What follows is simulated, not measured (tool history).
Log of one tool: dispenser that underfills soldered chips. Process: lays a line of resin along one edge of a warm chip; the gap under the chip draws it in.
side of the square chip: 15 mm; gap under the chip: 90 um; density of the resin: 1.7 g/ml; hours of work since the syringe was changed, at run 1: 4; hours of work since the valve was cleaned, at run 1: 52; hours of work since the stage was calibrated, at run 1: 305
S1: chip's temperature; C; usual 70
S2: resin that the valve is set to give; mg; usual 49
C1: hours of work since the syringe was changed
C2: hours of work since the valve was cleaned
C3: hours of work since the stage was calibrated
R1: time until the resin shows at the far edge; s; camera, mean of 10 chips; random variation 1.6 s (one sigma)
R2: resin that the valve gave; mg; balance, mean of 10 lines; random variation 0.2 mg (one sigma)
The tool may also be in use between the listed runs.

run   hour  S1    S2  C1  C2   C3     R1     R2
  1      0  70    49   4  52  305  171.7  46.77
  2    9.4  70    49  10  58  311  219.8  46.45
        12  -- new syringe of resin
  3   16.9  70    49   3  63  316  176.2  46.24
      24.8  -- dispensing valve cleaned and set on the balance
        30  -- new syringe of resin
  4     33  70  58.2   2   5  325  162.3  57.79
  5   45.1  70  61.3  10  13  333    214  60.46
      46.9  -- new syringe of resin
  6   57.4  70  61.3   7  21  341  185.4  59.86
      63.9  -- new syringe of resin
  7   64.1  70  61.3   0  25  346  148.5  59.93
  8   78.4  70  45.4  10  35  355  226.5  43.89
      80.7  -- new syringe of resin
  9   90.2  70  45.4   6  42  363    198   44.2
      97.5  -- new syringe of resin
 10   99.4  70  45.4   1  48  368  161.6  43.54
 11    113  70  45.4  10  57  377  234.2  43.61
     114.2  -- new syringe of resin
 12  120.9  70  45.4   4  62  383  184.3  42.94
     129.9  -- dispensing valve cleaned and set on the balance
     132.4  -- new syringe of resin
 13  134.3  70  45.4   1   3  391  158.4  45.34
     149.4  -- new syringe of resin
 14  150.1  70  45.4   0  13  401  157.9  44.87
 15  162.9  70  45.4   9  21  409  222.5  44.85
     166.3  -- new syringe of resin
 16  170.9  70  45.4   3  27  414    175  44.25
 17  181.8  70  43.6  10  34  421  237.6  42.36
     182.9  -- new syringe of resin
 18  193.7  79  47.9   7  41  429  152.1  46.36
     199.7  -- new syringe of resin
 19  203.9  79  47.9   3  48  436  130.2  46.47
 20  210.6  79  47.9   7  52  440  151.7  45.83
     217.4  -- new syringe of resin
 21  217.6  81    51   0  57  445  104.1  48.94
 22    227  72  55.2   6  63  451  176.3  52.65
     234.6  -- new syringe of resin
     235.6  -- dispensing valve cleaned and set on the balance
 23    238  59  49.6   2   2  457  227.7  49.56
 24  245.4  59  49.6   6   6  462  272.8  49.68
     252.7  -- new syringe of resin
 25  255.3  59  49.6   2  13  468  231.9  49.04
 26  261.6  76    58   6  17  473  152.3  57.31
     269.8  -- new syringe of resin
 27  272.8  82    49   2  24  480    109  48.14
 28  283.2  75  48.9   9  31  487    179  47.67
     287.5  -- new syringe of resin
 29  297.5  64  48.9   7  40  496  237.3  47.45
     304.7  -- new syringe of resin
 30  310.6  72    49   4  49  504  165.8  47.19
 31    317  66  49.2   8  53  509  236.5  47.17
     321.4  -- new syringe of resin
 32  326.9  70  56.7   4  59  515  171.5  54.04
 33  333.6  70  56.7   8  64  519  198.9  53.34
     338.4  -- new syringe of resin
     340.4  -- dispensing valve cleaned and set on the balance
 34  341.4  70  56.7   1   1  524  156.7  56.32

The same runs without the tool's hidden state, with the same run-to-run variation:
The hidden state here: resin's viscosity, % of fresh resin's; dose that the valve gives, % of what is set; true chip temperature over the reading, C; drift of the gauge itself on fill_s, %; drift of the gauge itself on given_mg, %.
run     R1     R2
  1  152.8  48.98
  2  153.6  48.91
  3    156  48.88
  4  154.4  58.22
  5  149.1   61.3
  6  146.2  61.07
  7  150.2  61.35
  8  157.4  45.24
  9    158  45.82
 10    155  45.36
 11  158.1  45.75
 12  158.9  45.23
 13  155.8  45.48
 14  157.1  45.38
 15  158.9  45.65
 16  158.1  45.23
 17  161.8  43.52
 18  116.5  47.89
 19  118.4  48.27
 20  115.9  47.77
 21  106.7  51.19
 22  142.5  55.32
 23  222.7  49.64
 24    220  49.95
 25  226.7  49.55
 26  126.2   58.1
 27  103.5  49.08
 28  130.3  48.88
 29  188.1  48.98
 30    146  49.06
 31  177.2  49.19
 32  154.2  56.64
 33  150.2  56.12
 34  151.8  56.53

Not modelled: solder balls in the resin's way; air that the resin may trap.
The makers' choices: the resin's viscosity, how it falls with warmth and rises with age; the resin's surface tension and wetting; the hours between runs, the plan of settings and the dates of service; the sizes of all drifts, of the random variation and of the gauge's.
